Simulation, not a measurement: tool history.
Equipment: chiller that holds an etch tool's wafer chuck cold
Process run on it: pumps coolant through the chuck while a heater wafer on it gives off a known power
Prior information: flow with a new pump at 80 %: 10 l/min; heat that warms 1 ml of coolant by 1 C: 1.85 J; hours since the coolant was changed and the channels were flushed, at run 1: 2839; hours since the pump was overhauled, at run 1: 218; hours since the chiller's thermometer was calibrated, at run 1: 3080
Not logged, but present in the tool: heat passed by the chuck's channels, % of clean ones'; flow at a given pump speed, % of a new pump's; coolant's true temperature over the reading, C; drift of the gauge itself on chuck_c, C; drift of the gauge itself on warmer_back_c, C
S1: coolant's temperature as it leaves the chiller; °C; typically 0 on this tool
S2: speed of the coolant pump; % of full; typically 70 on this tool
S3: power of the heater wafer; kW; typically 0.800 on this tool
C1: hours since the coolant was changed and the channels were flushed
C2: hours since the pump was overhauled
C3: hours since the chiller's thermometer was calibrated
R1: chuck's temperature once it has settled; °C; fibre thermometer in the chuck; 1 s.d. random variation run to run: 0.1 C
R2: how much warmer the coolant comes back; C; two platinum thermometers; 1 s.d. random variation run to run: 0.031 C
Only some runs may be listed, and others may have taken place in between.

Run 1, day 0.000: usual settings; C1 2839; C2 218; C3 3080. Result: R1 7.5 °C, R2 2.99 C.
Run 2, day 1.246: usual settings; C1 2869; C2 247; C3 3110. Result: R1 7.6 °C, R2 3.00 C.
Run 3, day 2.221: usual settings; C1 2892; C2 271; C3 3133. Result: R1 7.6 °C, R2 3.03 C.
Run 4, day 3.104: usual settings; C1 2913; C2 292; C3 3154. Result: R1 7.6 °C, R2 3.06 C.
Run 5, day 4.033: usual settings; C1 2936; C2 314; C3 3177. Result: R1 7.5 °C, R2 2.99 C.
Run 6, day 4.767: usual settings; C1 2953; C2 332; C3 3194. Result: R1 7.4 °C, R2 2.99 C.
Run 7, day 5.825: usual settings; C1 2979; C2 357; C3 3220. Result: R1 7.4 °C, R2 3.01 C.
Run 8, day 6.650: usual settings; C1 2999; C2 377; C3 3239. Result: R1 7.4 °C, R2 2.99 C.
Run 9, day 7.492: usual settings; C1 3019; C2 397; C3 3260. Result: R1 7.5 °C, R2 3.04 C.
Run 10, day 8.662: usual settings but S2 72 % of full; C1 3047; C2 425; C3 3288. Result: R1 7.2 °C, R2 2.94 C.
Run 11, day 9.958: usual settings but S2 72 % of full; C1 3078; C2 457; C3 3319. Result: R1 7.2 °C, R2 2.90 C.
Run 12, day 10.962: usual settings but S2 72 % of full; C1 3102; C2 481; C3 3343. Result: R1 7.3 °C, R2 2.96 C.
Run 13, day 11.762: usual settings; C1 3121; C2 500; C3 3362. Result: R1 7.4 °C, R2 3.05 C.
Run 14, day 12.533: usual settings; C1 3140; C2 518; C3 3381. Result: R1 7.3 °C, R2 3.01 C.
Run 15, day 13.300: usual settings but S2 79 % of full; C1 3158; C2 537; C3 3399. Result: R1 6.9 °C, R2 2.61 C.
Run 16, day 14.462: usual settings but S2 79 % of full; C1 3186; C2 565; C3 3427. Result: R1 6.8 °C, R2 2.66 C.
Run 17, day 15.079: usual settings but S1 8 °C, S2 65 % of full; C1 3201; C2 579; C3 3442. Result: R1 15.9 °C, R2 3.31 C.
Run 18, day 15.858: usual settings but S1 -9 °C, S2 61 % of full, S3 0.682 kW; C1 3220; C2 598; C3 3460. Result: R1 -2.0 °C, R2 2.95 C.
Run 19, day 16.533: usual settings but S1 -9 °C, S2 61 % of full, S3 0.682 kW; C1 3236; C2 614; C3 3477. Result: R1 -1.8 °C, R2 3.05 C.
At day 16.817: chiller's thermometer calibrated.
Run 20, day 17.550: usual settings but S1 -9 °C, S2 61 % of full, S3 0.682 kW; C1 3259; C2 638; C3 18. Result: R1 -2.2 °C, R2 2.95 C.
Run 21, day 18.462: usual settings but S2 61 % of full; C1 3281; C2 660; C3 39. Result: R1 8.2 °C, R2 3.51 C.
Run 22, day 19.271: usual settings but S2 61 % of full; C1 3300; C2 679; C3 59. Result: R1 8.4 °C, R2 3.56 C.
Run 23, day 19.808: usual settings but S1 -8 °C, S2 72 % of full, S3 0.661 kW; C1 3313; C2 692; C3 72. Result: R1 -2.1 °C, R2 2.35 C.
Run 24, day 20.908: usual settings but S1 4 °C, S2 98 % of full, S3 0.984 kW; C1 3340; C2 718; C3 98. Result: R1 10.9 °C, R2 2.49 C.
Run 25, day 22.125: usual settings but S1 6 °C, S2 66 % of full, S3 0.828 kW; C1 3369; C2 748; C3 127. Result: R1 14.1 °C, R2 3.41 C.
Run 26, day 22.750: usual settings but S1 3 °C, S2 65 % of full, S3 0.460 kW; C1 3384; C2 763; C3 142. Result: R1 7.4 °C, R2 1.88 C.
Run 27, day 23.629: usual settings but S1 3 °C, S2 65 % of full, S3 0.460 kW; C1 3405; C2 784; C3 163. Result: R1 7.4 °C, R2 1.88 C.
Run 28, day 24.162: usual settings but S1 3 °C, S3 0.735 kW; C1 3418; C2 796; C3 176. Result: R1 9.6 °C, R2 2.72 C.
Run 29, day 25.183: usual settings but S3 0.510 kW; C1 3442; C2 821; C3 201. Result: R1 4.8 °C, R2 1.91 C.
Run 30, day 26.425: usual settings but S3 0.510 kW; C1 3472; C2 851; C3 231. Result: R1 4.7 °C, R2 1.87 C.
Run 31, day 27.121: usual settings but S3 0.510 kW; C1 3489; C2 867; C3 247. Result: R1 4.8 °C, R2 1.91 C.
Run 32, day 27.746: usual settings but S1 4 °C, S2 63 % of full, S3 0.961 kW; C1 3504; C2 882; C3 262. Result: R1 13.8 °C, R2 4.10 C.

Forecast each of these 4 alternatives for the next run:
Run A, day 28.783: usual settings but S1 5 °C; C1 3529; C2 907; C3 287. Result: R1 ?, R2 ?.
Run B, day 28.783: usual settings but S1 5 °C, S2 63 % of full, S3 0.608 kW; C1 3529; C2 907; C3 287. Result: R1 ?, R2 ?.
Run C, day 28.783: usual settings but S2 88 % of full; C1 3529; C2 907; C3 287. Result: R1 ?, R2 ?.
Run D, day 28.783: usual settings but S1 -3 °C, S2 69 % of full; C1 3529; C2 907; C3 287. Result: R1 ?, R2 ?.

run    R1    R2
  A  12.5  2.98
  B  11.2  2.63
  C   6.2  2.31
  D   4.4  3.02
Take away the tool's hidden state, keep each run's random variation, and the runs would have read:
run    R1    R2
  A  12.5  2.97
  B  11.2  2.63
  C   6.2  2.31
  D   4.4  3.02
